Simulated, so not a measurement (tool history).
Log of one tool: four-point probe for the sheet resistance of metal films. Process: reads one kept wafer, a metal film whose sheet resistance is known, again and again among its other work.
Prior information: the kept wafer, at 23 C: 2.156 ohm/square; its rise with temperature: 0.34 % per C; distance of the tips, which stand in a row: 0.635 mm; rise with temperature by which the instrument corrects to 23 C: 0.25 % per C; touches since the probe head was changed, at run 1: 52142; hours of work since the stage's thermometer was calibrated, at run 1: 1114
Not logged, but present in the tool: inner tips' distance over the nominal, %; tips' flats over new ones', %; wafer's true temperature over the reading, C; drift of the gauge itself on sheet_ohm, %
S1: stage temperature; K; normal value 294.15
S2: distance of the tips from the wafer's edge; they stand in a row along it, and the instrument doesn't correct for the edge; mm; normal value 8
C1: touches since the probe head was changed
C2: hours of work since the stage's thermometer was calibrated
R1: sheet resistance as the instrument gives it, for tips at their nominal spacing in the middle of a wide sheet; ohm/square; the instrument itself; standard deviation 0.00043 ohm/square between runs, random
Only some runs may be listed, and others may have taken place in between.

Run 1, hour 0: usual settings; C1 52142; C2 1114. Result: R1 2.136184 ohm/square.
Run 2, hour 20: usual settings; C1 53181; C2 1129. Result: R1 2.135696 ohm/square.
Run 3, hour 55.3: usual settings; C1 55014; C2 1157. Result: R1 2.135552 ohm/square.
Run 4, hour 79.2: usual settings; C1 56257; C2 1176. Result: R1 2.13483 ohm/square.
Run 5, hour 99.3: usual settings but S2 6 mm; C1 57303; C2 1191. Result: R1 2.140073 ohm/square.
Run 6, hour 126.6: usual settings but S1 293.15 K, S2 6 mm; C1 58720; C2 1213. Result: R1 2.137682 ohm/square.
Run 7, hour 150.6: usual settings; C1 59967; C2 1231. Result: R1 2.133993 ohm/square.
Run 8, hour 167.4: usual settings; C1 60839; C2 1244. Result: R1 2.133705 ohm/square.
Run 9, hour 195.8: usual settings but S1 304.15 K; C1 62315; C2 1267. Result: R1 2.151682 ohm/square.

Run 10, settings as shown, results not yet in. Your forecast:
Run 10, hour 217.2: usual settings but S1 304.15 K; C1 63426; C2 1283. Result: R1 ?.

Run 10 produced R1 2.150719 ohm/square.
With the hidden condition absent and the run-to-run variation left alone, this run would have shown R1 2.17711 ohm/square.

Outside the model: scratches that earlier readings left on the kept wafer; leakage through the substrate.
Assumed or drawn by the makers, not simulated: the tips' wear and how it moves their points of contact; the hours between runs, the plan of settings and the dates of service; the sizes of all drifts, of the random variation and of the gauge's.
